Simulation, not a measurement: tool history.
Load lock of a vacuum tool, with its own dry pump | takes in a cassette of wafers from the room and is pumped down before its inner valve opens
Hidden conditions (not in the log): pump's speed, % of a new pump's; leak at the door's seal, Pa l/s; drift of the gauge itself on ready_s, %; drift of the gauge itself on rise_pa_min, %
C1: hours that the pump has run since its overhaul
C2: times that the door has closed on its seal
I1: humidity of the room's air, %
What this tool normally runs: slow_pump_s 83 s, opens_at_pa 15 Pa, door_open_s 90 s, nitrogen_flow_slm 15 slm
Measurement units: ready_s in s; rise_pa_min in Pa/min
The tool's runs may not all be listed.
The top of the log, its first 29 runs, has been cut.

{"run": 30, "hour": 7332.0, "slow_pump_s": 52, "opens_at_pa": 13, "door_open_s": 53, "nitrogen_flow_slm": 20, "C1": 18234, "C2": 18716, "I1": 45.5, "ready_s": 98.3, "rise_pa_min": 0.021}
{"run": 31, "hour": 7671.6, "slow_pump_s": 52, "opens_at_pa": 13, "door_open_s": 53, "nitrogen_flow_slm": 20, "C1": 18573, "C2": 20225, "I1": 43.4, "ready_s": 98.9, "rise_pa_min": 0.023}
{"run": 32, "hour": 7920.9, "slow_pump_s": 57, "opens_at_pa": 13, "door_open_s": 53, "nitrogen_flow_slm": 20, "C1": 18823, "C2": 21333, "I1": 45.5, "ready_s": 104.6, "rise_pa_min": 0.031}
{"run": 33, "hour": 8259.1, "slow_pump_s": 57, "opens_at_pa": 13, "door_open_s": 53, "nitrogen_flow_slm": 20, "C1": 19161, "C2": 22836, "I1": 48.1, "ready_s": 102.9, "rise_pa_min": 0.029}
{"run": 34, "hour": 8475.5, "slow_pump_s": 48, "opens_at_pa": 10, "door_open_s": 224, "nitrogen_flow_slm": 15, "C1": 19377, "C2": 23797, "I1": 48.8, "ready_s": 97.2, "rise_pa_min": 0.051}
{"run": 35, "hour": 8629.1, "slow_pump_s": 83, "opens_at_pa": 15, "door_open_s": 90, "nitrogen_flow_slm": 35, "C1": 19531, "C2": 24480, "I1": 41.5, "ready_s": 123.9, "rise_pa_min": 0.024}
{"run": 36, "hour": 8896.4, "slow_pump_s": 134, "opens_at_pa": 25, "door_open_s": 151, "nitrogen_flow_slm": 20, "C1": 19798, "C2": 25667, "I1": 46.3, "ready_s": 165.3, "rise_pa_min": 0.033}
{"run": 37, "hour": 9219.7, "slow_pump_s": 132, "opens_at_pa": 25, "door_open_s": 103, "nitrogen_flow_slm": 20, "C1": 20121, "C2": 27104, "I1": 46.5, "ready_s": 164.7, "rise_pa_min": 0.028}

Alternative continuations, all from the tool just after run 37; predict every row:
{"run": "A", "hour": 9391.9, "slow_pump_s": 71, "opens_at_pa": 25, "door_open_s": 86, "nitrogen_flow_slm": 20, "C1": 20294, "C2": 27869, "I1": 46.5, "ready_s": "?", "rise_pa_min": "?"}
{"run": "B", "hour": 9391.9, "slow_pump_s": 83, "opens_at_pa": 12, "door_open_s": 90, "nitrogen_flow_slm": 35, "C1": 20294, "C2": 27869, "I1": 45.5, "ready_s": "?", "rise_pa_min": "?"}
{"run": "C", "hour": 9391.9, "slow_pump_s": 78, "opens_at_pa": 13, "door_open_s": 90, "nitrogen_flow_slm": 18, "C1": 20294, "C2": 27869, "I1": 46.5, "ready_s": "?", "rise_pa_min": "?"}

run=A ready_s=111.4 rise_pa_min=0.033
run=B ready_s=126.8 rise_pa_min=0.019
run=C ready_s=121.7 rise_pa_min=0.033
What these runs would have given with no unlogged condition in the tool:
run=A ready_s=111.3 rise_pa_min=0.033
run=B ready_s=126.7 rise_pa_min=0.019
run=C ready_s=121.7 rise_pa_min=0.033
